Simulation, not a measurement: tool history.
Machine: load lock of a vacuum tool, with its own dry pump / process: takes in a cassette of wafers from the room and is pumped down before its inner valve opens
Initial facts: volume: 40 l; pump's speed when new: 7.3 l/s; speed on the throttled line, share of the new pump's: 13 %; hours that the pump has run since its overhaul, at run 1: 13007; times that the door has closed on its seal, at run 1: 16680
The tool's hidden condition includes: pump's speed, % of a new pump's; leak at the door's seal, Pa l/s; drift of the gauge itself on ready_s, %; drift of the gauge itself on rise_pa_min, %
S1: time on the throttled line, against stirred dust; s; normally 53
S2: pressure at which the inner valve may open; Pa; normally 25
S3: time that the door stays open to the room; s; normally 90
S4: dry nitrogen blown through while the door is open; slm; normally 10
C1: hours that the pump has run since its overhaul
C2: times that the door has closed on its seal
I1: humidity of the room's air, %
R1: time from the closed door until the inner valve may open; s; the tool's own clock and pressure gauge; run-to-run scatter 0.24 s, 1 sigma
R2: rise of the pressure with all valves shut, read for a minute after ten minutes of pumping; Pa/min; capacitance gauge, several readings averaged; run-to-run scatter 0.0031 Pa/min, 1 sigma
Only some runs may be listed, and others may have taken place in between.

run 1 hour=0 | S1=53 S2=25 S3=90 S4=10 | C1=13007 C2=16680 | I1=43.1 | R1=91.8 R2=0.076
run 2 hour=465.3 | S1=53 S2=25 S3=90 S4=10 | C1=13472 C2=17150 | I1=46.1 | R1=91.5 R2=0.087
run 3 hour=784.7 | S1=53 S2=25 S3=90 S4=10 | C1=13791 C2=17473 | I1=44.4 | R1=91.6 R2=0.08
run 4 hour=1050.2 | S1=53 S2=25 S3=90 S4=10 | C1=14057 C2=17741 | I1=46.5 | R1=91.8 R2=0.083
run 5 hour=1376.4 | S1=53 S2=25 S3=90 S4=10 | C1=14383 C2=18071 | I1=43.4 | R1=92.2 R2=0.077
run 6 hour=1715.1 | S1=53 S2=25 S3=90 S4=10 | C1=14722 C2=18413 | I1=46.8 | R1=91.8 R2=0.082
run 7 hour=2173.3 | S1=53 S2=25 S3=90 S4=10 | C1=15180 C2=18876 | I1=48 | R1=91.2 R2=0.083
run 8 hour=2747.2 | S1=53 S2=25 S3=90 S4=10 | C1=15754 C2=19456 | I1=45 | R1=91.9 R2=0.078
run 9 hour=3324.3 | S1=53 S2=25 S3=90 S4=10 | C1=16331 C2=20039 | I1=44.9 | R1=91.2 R2=0.078
run 10 hour=3707 | S1=53 S2=25 S3=90 S4=10 | C1=16714 C2=20426 | I1=46.9 | R1=91.8 R2=0.087
run 11 hour=4245.7 | S1=53 S2=25 S3=90 S4=10 | C1=17252 C2=20970 | I1=44.8 | R1=91.7 R2=0.073
run 12 hour=4636 | S1=53 S2=25 S3=90 S4=10 | C1=17643 C2=21365 | I1=46.2 | R1=91.9 R2=0.075
run 13 hour=5041.3 | S1=53 S2=25 S3=90 S4=10 | C1=18048 C2=21774 | I1=43.6 | R1=91.6 R2=0.079
-- hour=5526.8 dry pump taken out, an overhauled one fitted
run 14 hour=5534.1 | S1=53 S2=25 S3=90 S4=10 | C1=7 C2=22266 | I1=45.9 | R1=91.4 R2=0.082
run 15 hour=6059.1 | S1=53 S2=25 S3=90 S4=10 | C1=532 C2=22797 | I1=40.6 | R1=91.8 R2=0.073
run 16 hour=6642.9 | S1=53 S2=25 S3=90 S4=10 | C1=1116 C2=23387 | I1=44.9 | R1=91.6 R2=0.074
run 17 hour=7038.3 | S1=45 S2=29 S3=44 S4=35 | C1=1511 C2=23786 | I1=42.4 | R1=84.1 R2=0.03
run 18 hour=7515.7 | S1=94 S2=37 S3=44 S4=35 | C1=1989 C2=24269 | I1=46.3 | R1=124.6 R2=0.031
run 19 hour=8040.4 | S1=53 S2=34 S3=28 S4=10 | C1=2514 C2=24799 | I1=45.1 | R1=89.9 R2=0.04
run 20 hour=8364.4 | S1=66 S2=27 S3=27 S4=17 | C1=2838 C2=25126 | I1=45.7 | R1=102.1 R2=0.037
run 21 hour=8950.5 | S1=42 S2=27 S3=27 S4=6 | C1=3424 C2=25719 | I1=42.6 | R1=81.7 R2=0.039
run 22 hour=9395.9 | S1=53 S2=25 S3=90 S4=20 | C1=3869 C2=26169 | I1=42.7 | R1=91.4 R2=0.065
run 23 hour=9957.8 | S1=68 S2=25 S3=90 S4=22 | C1=4431 C2=26737 | I1=49.1 | R1=105 R2=0.072

What differs in the tool's unlogged condition from the final listed run ahead of each entry between runs to the first listed run following it?
Runs 13 to 14: dry pump taken out, an overhauled one fitted (hour 5526.8)
  pump's speed, % of a new pump's: 99.9 -> 100; leak at the door's seal, Pa l/s: 0.0029 -> 0.003
